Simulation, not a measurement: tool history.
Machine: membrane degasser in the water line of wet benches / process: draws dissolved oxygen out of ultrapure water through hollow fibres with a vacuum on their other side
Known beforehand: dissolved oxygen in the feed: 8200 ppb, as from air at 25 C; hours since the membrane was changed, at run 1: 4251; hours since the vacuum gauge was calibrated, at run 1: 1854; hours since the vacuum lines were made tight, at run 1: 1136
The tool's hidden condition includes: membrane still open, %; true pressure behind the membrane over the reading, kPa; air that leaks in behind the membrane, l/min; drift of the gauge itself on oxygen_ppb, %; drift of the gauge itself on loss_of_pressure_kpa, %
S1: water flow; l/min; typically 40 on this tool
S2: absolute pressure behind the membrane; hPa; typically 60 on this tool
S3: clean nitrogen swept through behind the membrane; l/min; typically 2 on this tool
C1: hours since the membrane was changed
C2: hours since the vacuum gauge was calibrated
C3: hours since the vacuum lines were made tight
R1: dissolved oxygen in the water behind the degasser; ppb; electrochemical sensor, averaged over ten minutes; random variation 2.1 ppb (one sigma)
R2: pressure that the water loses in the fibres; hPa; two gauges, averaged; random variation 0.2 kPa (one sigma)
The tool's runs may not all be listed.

{"run": 1, "hour": 0.0, "S1": 40, "S2": 60, "S3": 2, "C1": 4251, "C2": 1854, "C3": 1136, "R1": 203.8, "R2": 437.5}
{"run": 2, "hour": 77.2, "S1": 40, "S2": 60, "S3": 2, "C1": 4328, "C2": 1931, "C3": 1214, "R1": 203.5, "R2": 434.5}
{"run": 3, "hour": 226.9, "S1": 40, "S2": 60, "S3": 2, "C1": 4477, "C2": 2081, "C3": 1363, "R1": 207.2, "R2": 439.4}
{"run": 4, "hour": 356.8, "S1": 40, "S2": 60, "S3": 2, "C1": 4607, "C2": 2211, "C3": 1493, "R1": 208.7, "R2": 437.2}
{"run": 5, "hour": 520.3, "S1": 40, "S2": 60, "S3": 2, "C1": 4771, "C2": 2374, "C3": 1657, "R1": 206.8, "R2": 438.4}
{"run": 6, "hour": 617.5, "S1": 40, "S2": 105, "S3": 2, "C1": 4868, "C2": 2471, "C3": 1754, "R1": 397, "R2": 436.2}
{"run": 7, "hour": 785.0, "S1": 40, "S2": 105, "S3": 2, "C1": 5036, "C2": 2639, "C3": 1922, "R1": 393, "R2": 436.1}
{"run": 8, "hour": 854.9, "S1": 40, "S2": 105, "S3": 2, "C1": 5105, "C2": 2709, "C3": 1991, "R1": 399.9, "R2": 433.2}
{"run": 9, "hour": 948.6, "S1": 40, "S2": 60, "S3": 2, "C1": 5199, "C2": 2802, "C3": 2085, "R1": 204.6, "R2": 435.3}
{"run": 10, "hour": 1026.1, "S1": 40, "S2": 60, "S3": 2, "C1": 5277, "C2": 2880, "C3": 2163, "R1": 207.2, "R2": 433.5}
{"run": 11, "hour": 1183.4, "S1": 62, "S2": 60, "S3": 2, "C1": 5434, "C2": 3037, "C3": 2320, "R1": 384.7, "R2": 677.9}
{"run": 12, "hour": 1307.8, "S1": 40, "S2": 60, "S3": 2, "C1": 5558, "C2": 3162, "C3": 2444, "R1": 208.4, "R2": 434.9}
{"run": 13, "hour": 1445.3, "S1": 40, "S2": 42.3, "S3": 2, "C1": 5696, "C2": 3299, "C3": 2582, "R1": 130.2, "R2": 430.2}
{"run": 14, "hour": 1587.0, "S1": 57, "S2": 60, "S3": 2, "C1": 5838, "C2": 3441, "C3": 2723, "R1": 347, "R2": 615.2}
{"run": 15, "hour": 1676.1, "S1": 40, "S2": 60, "S3": 5.31, "C1": 5927, "C2": 3530, "C3": 2813, "R1": 134.8, "R2": 428.6}
{"run": 16, "hour": 1744.0, "S1": 44, "S2": 60, "S3": 2, "C1": 5995, "C2": 3598, "C3": 2881, "R1": 235.5, "R2": 475.4}
{"run": 17, "hour": 1842.6, "S1": 44, "S2": 60, "S3": 2, "C1": 6093, "C2": 3696, "C3": 2979, "R1": 239.1, "R2": 472.7}
{"run": 18, "hour": 1992.2, "S1": 32, "S2": 60, "S3": 1.51, "C1": 6243, "C2": 3846, "C3": 3129, "R1": 177.8, "R2": 344}
{"run": 19, "hour": 2134.9, "S1": 32, "S2": 60, "S3": 1.51, "C1": 6385, "C2": 3989, "C3": 3271, "R1": 179.5, "R2": 348.2}
{"run": 20, "hour": 2254.8, "S1": 63, "S2": 134.1, "S3": 5.25, "C1": 6505, "C2": 4109, "C3": 3391, "R1": 482.8, "R2": 676.7}
{"run": 21, "hour": 2355.9, "S1": 49, "S2": 75.3, "S3": 0.82, "C1": 6607, "C2": 4210, "C3": 3492, "R1": 578.5, "R2": 522.4}
{"run": 22, "hour": 2425.8, "S1": 49, "S2": 75.3, "S3": 0.82, "C1": 6676, "C2": 4280, "C3": 3562, "R1": 571.6, "R2": 523.1}
{"run": 23, "hour": 2493.7, "S1": 42, "S2": 72, "S3": 1.47, "C1": 6744, "C2": 4348, "C3": 3630, "R1": 320.4, "R2": 453.1}
{"hour": 2565.9, "done": "seals of the vacuum lines changed"}
{"run": 24, "hour": 2595.8, "S1": 42, "S2": 72, "S3": 1.47, "C1": 6844, "C2": 4448, "C3": 30, "R1": 327.4, "R2": 449.1}
{"run": 25, "hour": 2736.2, "S1": 46, "S2": 72, "S3": 2.84, "C1": 6985, "C2": 4588, "C3": 170, "R1": 265, "R2": 491.2}
{"hour": 2814.9, "done": "gauge calibrated"}
{"run": 26, "hour": 2883.8, "S1": 46, "S2": 72, "S3": 2.84, "C1": 7132, "C2": 4736, "C3": 318, "R1": 255.2, "R2": 507.5}
{"run": 27, "hour": 2970.0, "S1": 46, "S2": 42.7, "S3": 2.84, "C1": 7219, "C2": 4822, "C3": 404, "R1": 155.6, "R2": 507.1}
{"run": 28, "hour": 3067.6, "S1": 53, "S2": 42.7, "S3": 2.84, "C1": 7316, "C2": 4919, "C3": 502, "R1": 204, "R2": 581}
{"run": 29, "hour": 3163.6, "S1": 46, "S2": 93.6, "S3": 5.22, "C1": 7412, "C2": 5015, "C3": 598, "R1": 241.1, "R2": 506.1}
{"run": 30, "hour": 3270.2, "S1": 46, "S2": 93.6, "S3": 5.22, "C1": 7519, "C2": 5122, "C3": 704, "R1": 247, "R2": 502.5}
{"run": 31, "hour": 3435.7, "S1": 46, "S2": 59.6, "S3": 5.22, "C1": 7684, "C2": 5288, "C3": 870, "R1": 173.6, "R2": 501.6}
{"hour": 3448.8, "done": "vacuum gauge calibrated"}
{"run": 32, "hour": 3538.2, "S1": 27, "S2": 52.3, "S3": 5.22, "C1": 7786, "C2": 89, "C3": 972, "R1": 55.8, "R2": 296.1}

Describe how what the log doesn't record of the tool's condition differs between the last listed run preceding each entry between runs and the first listed run following it.
After run 23, before run 24: seals of the vacuum lines changed (hour 2565.9)
  drift of the gauge itself on loss_of_pressure_kpa, %: -2.54 -> -2.65
  measured result minus the result with no hidden state, R2: -11.6 -> -12 hPa
After run 25, before run 26: gauge calibrated (hour 2814.9)
  drift of the gauge itself on loss_of_pressure_kpa, %: -2.79 -> -0.07
  measured result minus the result with no hidden state, R2: -13.8 -> -0.2 hPa
After run 31, before run 32: vacuum gauge calibrated (hour 3448.8)
  drift of the gauge itself on loss_of_pressure_kpa, %: -0.63 -> -0.74
  measured result minus the result with no hidden state, R2: -2.9 -> -2.1 hPa
